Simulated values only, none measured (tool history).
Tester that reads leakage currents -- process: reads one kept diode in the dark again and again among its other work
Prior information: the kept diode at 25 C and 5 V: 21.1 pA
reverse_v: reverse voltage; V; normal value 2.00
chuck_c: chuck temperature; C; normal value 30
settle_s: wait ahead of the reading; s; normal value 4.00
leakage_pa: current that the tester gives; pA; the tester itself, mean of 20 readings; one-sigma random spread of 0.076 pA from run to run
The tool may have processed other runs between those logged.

run 1 hour=0.0 | reverse_v=2.00 chuck_c=30 settle_s=4.00 | leakage_pa=19.60
run 2 hour=23.2 | reverse_v=2.00 chuck_c=30 settle_s=4.00 | leakage_pa=19.45
run 3 hour=48.7 | reverse_v=2.00 chuck_c=30 settle_s=4.00 | leakage_pa=19.44
run 4 hour=73.8 | reverse_v=2.00 chuck_c=30 settle_s=4.00 | leakage_pa=19.47
run 5 hour=94.1 | reverse_v=2.00 chuck_c=30 settle_s=4.00 | leakage_pa=19.51
run 6 hour=114.3 | reverse_v=2.00 chuck_c=30 settle_s=4.00 | leakage_pa=19.57
run 7 hour=134.0 | reverse_v=7.26 chuck_c=30 settle_s=4.00 | leakage_pa=43.05
run 8 hour=164.3 | reverse_v=7.26 chuck_c=30 settle_s=4.00 | leakage_pa=43.00
run 9 hour=195.8 | reverse_v=7.26 chuck_c=30 settle_s=4.00 | leakage_pa=42.98
run 10 hour=212.6 | reverse_v=7.26 chuck_c=30 settle_s=4.00 | leakage_pa=42.78
run 11 hour=229.9 | reverse_v=7.26 chuck_c=30 settle_s=4.00 | leakage_pa=42.91
run 12 hour=260.9 | reverse_v=7.26 chuck_c=30 settle_s=4.00 | leakage_pa=42.98
run 13 hour=275.0 | reverse_v=7.26 chuck_c=30 settle_s=4.00 | leakage_pa=43.04
run 14 hour=289.3 | reverse_v=7.26 chuck_c=30 settle_s=4.00 | leakage_pa=43.21
run 15 hour=315.2 | reverse_v=7.26 chuck_c=30 settle_s=4.00 | leakage_pa=43.12
run 16 hour=346.5 | reverse_v=7.26 chuck_c=30 settle_s=4.00 | leakage_pa=42.96
run 17 hour=372.9 | reverse_v=2.00 chuck_c=30 settle_s=4.00 | leakage_pa=19.43
run 18 hour=387.2 | reverse_v=2.00 chuck_c=30 settle_s=4.00 | leakage_pa=19.43
run 19 hour=414.6 | reverse_v=2.00 chuck_c=25 settle_s=4.00 | leakage_pa=12.66
run 20 hour=434.0 | reverse_v=5.89 chuck_c=25 settle_s=4.00 | leakage_pa=24.74
run 21 hour=463.5 | reverse_v=1.84 chuck_c=25 settle_s=3.70 | leakage_pa=11.97
run 22 hour=496.3 | reverse_v=7.69 chuck_c=32 settle_s=3.70 | leakage_pa=52.58
run 23 hour=524.2 | reverse_v=7.90 chuck_c=44 settle_s=7.10 | leakage_pa=142.26
run 24 hour=537.5 | reverse_v=6.49 chuck_c=42 settle_s=8.68 | leakage_pa=107.73
run 25 hour=568.8 | reverse_v=6.49 chuck_c=42 settle_s=8.68 | leakage_pa=107.27
run 26 hour=599.0 | reverse_v=4.47 chuck_c=46 settle_s=8.68 | leakage_pa=117.50
run 27 hour=630.6 | reverse_v=10.77 chuck_c=30 settle_s=3.47 | leakage_pa=55.01
run 28 hour=646.3 | reverse_v=10.77 chuck_c=30 settle_s=3.47 | leakage_pa=54.94
run 29 hour=667.8 | reverse_v=5.58 chuck_c=30 settle_s=1.38 | leakage_pa=36.80
run 30 hour=698.8 | reverse_v=5.58 chuck_c=30 settle_s=1.38 | leakage_pa=36.80
run 31 hour=716.9 | reverse_v=6.27 chuck_c=30 settle_s=4.00 | leakage_pa=39.34
run 32 hour=735.9 | reverse_v=5.49 chuck_c=25 settle_s=0.40 | leakage_pa=25.43
run 33 hour=761.2 | reverse_v=4.55 chuck_c=48 settle_s=2.30 | leakage_pa=139.99
run 34 hour=776.7 | reverse_v=3.93 chuck_c=30 settle_s=4.00 | leakage_pa=29.32
run 35 hour=801.4 | reverse_v=2.00 chuck_c=30 settle_s=6.97 | leakage_pa=19.34
run 36 hour=825.2 | reverse_v=10.17 chuck_c=30 settle_s=0.53 | leakage_pa=55.30
run 37 hour=857.0 | reverse_v=8.26 chuck_c=28 settle_s=9.28 | leakage_pa=39.41
run 38 hour=880.4 | reverse_v=7.62 chuck_c=22 settle_s=4.00 | leakage_pa=23.05
run 39 hour=899.5 | reverse_v=7.62 chuck_c=22 settle_s=4.00 | leakage_pa=22.94
run 40 hour=919.8 | reverse_v=11.99 chuck_c=26 settle_s=4.00 | leakage_pa=42.29

3 ways to go on from here, each from the tool as it stands after run 40. What would each give?
run A hour=940.7 | reverse_v=2.00 chuck_c=30 settle_s=3.01 | leakage_pa=?
run B hour=940.7 | reverse_v=2.00 chuck_c=42 settle_s=4.00 | leakage_pa=?
run C hour=940.7 | reverse_v=2.00 chuck_c=59 settle_s=4.00 | leakage_pa=?

run=A leakage_pa=19.32
run=B leakage_pa=52.06
run=C leakage_pa=196.30
Stripped of hidden state, with their random variation kept, the same runs would have yielded:
run=A leakage_pa=19.29
run=B leakage_pa=53.17
run=C leakage_pa=201.85
